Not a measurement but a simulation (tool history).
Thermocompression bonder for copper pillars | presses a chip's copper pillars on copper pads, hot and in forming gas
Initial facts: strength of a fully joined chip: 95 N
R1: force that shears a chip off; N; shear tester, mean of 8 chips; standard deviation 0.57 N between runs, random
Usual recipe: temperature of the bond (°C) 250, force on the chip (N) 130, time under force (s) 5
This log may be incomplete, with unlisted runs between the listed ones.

{"run": 1, "day": 0.0, "temperature of the bond (°C)": 250, "force on the chip (N)": 130, "time under force (s)": 5, "R1": 38.6}
{"run": 2, "day": 1.054, "temperature of the bond (°C)": 250, "force on the chip (N)": 130, "time under force (s)": 5, "R1": 38.3}
{"run": 3, "day": 1.75, "temperature of the bond (°C)": 250, "force on the chip (N)": 148, "time under force (s)": 5, "R1": 42.4}
{"run": 4, "day": 2.667, "temperature of the bond (°C)": 250, "force on the chip (N)": 148, "time under force (s)": 5, "R1": 42.7}
{"day": 2.762, "done": "forming gas filter changed"}
{"run": 5, "day": 3.771, "temperature of the bond (°C)": 250, "force on the chip (N)": 148, "time under force (s)": 5, "R1": 47}
{"run": 6, "day": 4.904, "temperature of the bond (°C)": 250, "force on the chip (N)": 130, "time under force (s)": 5, "R1": 42.1}
{"run": 7, "day": 5.808, "temperature of the bond (°C)": 250, "force on the chip (N)": 130, "time under force (s)": 3, "R1": 33.8}
{"run": 8, "day": 6.975, "temperature of the bond (°C)": 250, "force on the chip (N)": 130, "time under force (s)": 3, "R1": 34.6}
{"run": 9, "day": 7.821, "temperature of the bond (°C)": 250, "force on the chip (N)": 130, "time under force (s)": 3, "R1": 33.8}
{"run": 10, "day": 8.683, "temperature of the bond (°C)": 250, "force on the chip (N)": 130, "time under force (s)": 3, "R1": 33.6}
{"run": 11, "day": 9.462, "temperature of the bond (°C)": 250, "force on the chip (N)": 130, "time under force (s)": 5, "R1": 40.3}

Predict the results of run 12:
{"run": 12, "day": 10.038, "temperature of the bond (°C)": 237, "force on the chip (N)": 186, "time under force (s)": 5, "R1": "?"}

{"run 12": {"R1": 46.4}}
Without the tool's hidden state the same run would have given R1 50.4 N.
